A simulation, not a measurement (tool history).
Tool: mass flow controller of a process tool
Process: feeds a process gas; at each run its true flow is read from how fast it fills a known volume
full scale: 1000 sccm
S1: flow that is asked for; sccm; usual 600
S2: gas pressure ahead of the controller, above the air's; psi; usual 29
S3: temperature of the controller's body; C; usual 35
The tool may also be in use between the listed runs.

{"run": 1, "hour": 0.0, "S1": 600, "S2": 29, "S3": 35, "true flow (%)": 102.64}
{"run": 2, "hour": 136.6, "S1": 600, "S2": 29, "S3": 35, "true flow (%)": 102.56}
{"run": 3, "hour": 277.5, "S1": 600, "S2": 29, "S3": 35, "true flow (%)": 102.84}
{"run": 4, "hour": 424.9, "S1": 600, "S2": 29, "S3": 35, "true flow (%)": 102.71}
{"run": 5, "hour": 565.7, "S1": 600, "S2": 29, "S3": 35, "true flow (%)": 102.81}
{"hour": 768.9, "done": "controller's zero set anew"}
{"run": 6, "hour": 800.2, "S1": 600, "S2": 29, "S3": 35, "true flow (%)": 103.94}
{"run": 7, "hour": 1077.1, "S1": 600, "S2": 29, "S3": 35, "true flow (%)": 104.11}
{"run": 8, "hour": 1223.4, "S1": 600, "S2": 29, "S3": 22, "true flow (%)": 103.81}
{"run": 9, "hour": 1480.5, "S1": 600, "S2": 29, "S3": 22, "true flow (%)": 103.85}
{"run": 10, "hour": 1637.5, "S1": 600, "S2": 29, "S3": 22, "true flow (%)": 103.9}
{"run": 11, "hour": 1824.4, "S1": 228, "S2": 29, "S3": 30, "true flow (%)": 109.28}
{"hour": 1914.0, "done": "controller's zero set anew, once more"}
{"run": 12, "hour": 1970.8, "S1": 228, "S2": 29, "S3": 30, "true flow (%)": 100.39}
{"run": 13, "hour": 2098.0, "S1": 510, "S2": 21.5, "S3": 20, "true flow (%)": 100.87}
{"run": 14, "hour": 2276.5, "S1": 600, "S2": 36.4, "S3": 35, "true flow (%)": 101.17}
{"run": 15, "hour": 2404.0, "S1": 309, "S2": 32.8, "S3": 20, "true flow (%)": 100.65}
{"run": 16, "hour": 2559.6, "S1": 426, "S2": 32.8, "S3": 20, "true flow (%)": 100.75}
{"run": 17, "hour": 2731.5, "S1": 426, "S2": 32.8, "S3": 20, "true flow (%)": 100.88}
{"run": 18, "hour": 2917.9, "S1": 287, "S2": 28.7, "S3": 36, "true flow (%)": 101.58}

4 ways to go on from here, each from the tool as it stands after run 18. What would each give?
{"run": "A", "hour": 3054.5, "S1": 600, "S2": 31.6, "S3": 35, "true flow (%)": "?"}
{"run": "B", "hour": 3054.5, "S1": 287, "S2": 25.1, "S3": 27, "true flow (%)": "?"}
{"run": "C", "hour": 3054.5, "S1": 600, "S2": 39.7, "S3": 31, "true flow (%)": "?"}
{"run": "D", "hour": 3054.5, "S1": 979, "S2": 28.7, "S3": 36, "true flow (%)": "?"}

run=A true_flow_(%)=101.83
run=B true_flow_(%)=101.32
run=C true_flow_(%)=101.62
run=D true_flow_(%)=102.24
Without the tool's hidden state the same runs would have given:
run=A true_flow_(%)=99.74
run=B true_flow_(%)=98.85
run=C true_flow_(%)=99.53
run=D true_flow_(%)=100.28
